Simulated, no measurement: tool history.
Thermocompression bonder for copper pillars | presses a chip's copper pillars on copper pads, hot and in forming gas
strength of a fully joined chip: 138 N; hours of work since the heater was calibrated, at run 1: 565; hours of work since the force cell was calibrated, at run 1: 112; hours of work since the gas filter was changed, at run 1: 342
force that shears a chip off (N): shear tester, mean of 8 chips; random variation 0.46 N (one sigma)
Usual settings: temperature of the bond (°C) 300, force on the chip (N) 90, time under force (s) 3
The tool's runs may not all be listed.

| run | hour | temperature of the bond (°C) | force on the chip (N) | time under force (s) | hours of work since the heater was calibrated | hours of work since the force cell was calibrated | hours of work since the gas filter was changed | force that shears a chip off (N) |
|---|---|---|---|---|---|---|---|---|
| 1 | 0 | 300 | 90 | 3 | 565 | 112 | 342 | 65.8 |
| 2 | 9.1 | 300 | 90 | 3 | 569 | 117 | 346 | 64.1 |
| 3 | 21.6 | 300 | 90 | 3 | 575 | 122 | 352 | 64.4 |
|  | 30.8 | forming gas filter changed |
| 4 | 35.6 | 300 | 90 | 3 | 581 | 129 | 2 | 67.9 |
| 5 | 44 | 300 | 90 | 3 | 585 | 133 | 6 | 67.3 |
| 6 | 49.6 | 300 | 90 | 3 | 588 | 135 | 9 | 67.6 |
| 7 | 55.4 | 300 | 90 | 3 | 591 | 138 | 12 | 66.7 |
| 8 | 61.6 | 300 | 90 | 4 | 594 | 141 | 15 | 74.7 |
| 9 | 75.2 | 300 | 90 | 4 | 600 | 147 | 21 | 74.7 |
| 10 | 86.5 | 300 | 74 | 3 | 605 | 153 | 26 | 57.3 |
| 11 | 98.2 | 300 | 92 | 5 | 611 | 158 | 32 | 81.5 |
| 12 | 107.6 | 300 | 92 | 5 | 615 | 163 | 36 | 81 |
| 13 | 115.5 | 300 | 92 | 5 | 619 | 166 | 40 | 80.7 |
| 14 | 127.4 | 301 | 57 | 3 | 625 | 172 | 45 | 45.4 |
| 15 | 139.3 | 308 | 104 | 2 | 630 | 178 | 51 | 71 |
| 16 | 146.6 | 291 | 100 | 3 | 634 | 181 | 54 | 66.4 |
| 17 | 152.1 | 282 | 109 | 3 | 636 | 184 | 57 | 64.5 |
| 18 | 160.1 | 293 | 90 | 3 | 640 | 187 | 61 | 62.7 |
| 19 | 171 | 293 | 90 | 3 | 645 | 192 | 66 | 63.1 |

4 ways to go on from here, each from the tool as it stands after run 19. What would each give?
| A | 180.2 | 285 | 90 | 4 | 649 | 197 | 70 | ? |
| B | 180.2 | 321 | 116 | 3 | 649 | 197 | 70 | ? |
| C | 180.2 | 293 | 117 | 3 | 649 | 197 | 70 | ? |
| D | 180.2 | 300 | 111 | 8 | 649 | 197 | 70 | ? |

| run | force that shears a chip off (N) |
|---|---|
| A | 62.7 |
| B | 96.7 |
| C | 77.4 |
| D | 102.8 |
Without the tool's hidden state the same runs would have given:
| run | force that shears a chip off (N) |
|---|---|
| A | 62.7 |
| B | 97 |
| C | 77.4 |
| D | 103.1 |
